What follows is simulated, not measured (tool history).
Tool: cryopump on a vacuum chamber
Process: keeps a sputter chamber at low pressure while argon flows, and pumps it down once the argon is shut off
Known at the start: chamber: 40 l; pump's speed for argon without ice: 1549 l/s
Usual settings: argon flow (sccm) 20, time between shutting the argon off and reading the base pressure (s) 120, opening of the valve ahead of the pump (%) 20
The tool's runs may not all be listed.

run,hour,argon flow (sccm),time between shutting the argon off and reading the base pressure (s),opening of the valve ahead of the pump (%),pressure while argon flows (Pa),pressure after the wait (uPa)
1,0,20,120,20,0.1167,1.26
2,32.4,20,120,20,0.1157,1.3
# hour 65.3: pump warmed up, emptied and cooled again
3,70.2,20,120,20,0.1094,1.11
4,94.1,20,120,20,0.1095,1.11
5,118.4,20,120,20,0.1099,1.15
6,160.5,20,120,20,0.1094,1.17
7,201.2,16,120,20,0.0881,1.16
8,230.6,16,120,20,0.0885,1.23
9,255.1,16,120,20,0.0899,1.17
10,294.3,8,120,20,0.044,1.16
11,314.7,20,120,20,0.1115,1.21
12,354.7,20,120,20,0.1121,1.27
13,381.7,20,120,20,0.1109,1.31
14,419.7,20,120,20,0.1115,1.34
15,455,20,120,20,0.1115,1.3
16,494,20,120,20,0.1131,1.36
17,526.6,20,120,20,0.1126,1.39
18,552.1,20,120,20,0.1132,1.33
19,573.3,20,120,20,0.1123,1.37
20,606.2,20,95,33,0.0697,1.55
21,641.1,29,230,39,0.0867,1.23
22,677.5,30,120,16,0.2119,1.45
23,702.3,30,76,21,0.1631,1.73
24,742.8,20,54,20,0.1133,1.98
25,786,37,120,21,0.2024,1.46
26,814,37,120,21,0.202,1.47
# hour 833.7: leaking fittings of the chamber tightened, without venting
27,841.9,37,120,21,0.2025,0.63
28,861.5,37,120,23,0.1865,0.69
29,893.1,37,120,23,0.1874,0.67
30,929.6,32,120,20,0.1841,0.67
31,955.8,32,120,20,0.1857,0.66
32,990.3,32,120,20,0.1862,0.72
33,1013.7,32,120,20,0.1852,0.75
34,1057,32,120,20,0.1878,0.74
35,1097.6,36,120,40,0.1112,0.75

Some steps in pressure while argon flows (Pa) between neighbouring runs. How much of each would the tool show without its hidden state too (settings, what came in, random variation), and how much is left for the hidden state, with any gauge scatter that isn't in both results?
The hidden state here: pump's speed, % of a pump's without ice; cold plate's temperature, K; leak into the chamber, uPa l/s; drift of the gauge itself on working_pa, %; drift of the gauge itself on base_upa, %.
Run 2 -> 3: pump warmed up, emptied and cooled again. pressure while argon flows (Pa) -0.0063: hidden state -0.0068, all else +0.0005.
Run 20 -> 21: argon flow (sccm) 20 -> 29, time between shutting the argon off and reading the base pressure (s) 95 -> 230, opening of the valve ahead of the pump (%) 33 -> 39. pressure while argon flows (Pa) +0.017: hidden state +0.0021, all else +0.0149.
Run 21 -> 22: argon flow (sccm) 29 -> 30, time between shutting the argon off and reading the base pressure (s) 230 -> 120, opening of the valve ahead of the pump (%) 39 -> 16. pressure while argon flows (Pa) +0.1252: hidden state +0.0006, all else +0.1246.
Run 24 -> 25: argon flow (sccm) 20 -> 37, time between shutting the argon off and reading the base pressure (s) 54 -> 120, opening of the valve ahead of the pump (%) 20 -> 21. pressure while argon flows (Pa) +0.0891: hidden state +0.0047, all else +0.0844.
Run 34 -> 35: argon flow (sccm) 32 -> 36, opening of the valve ahead of the pump (%) 20 -> 40. pressure while argon flows (Pa) -0.0766: hidden state +0.0021, all else -0.0787.
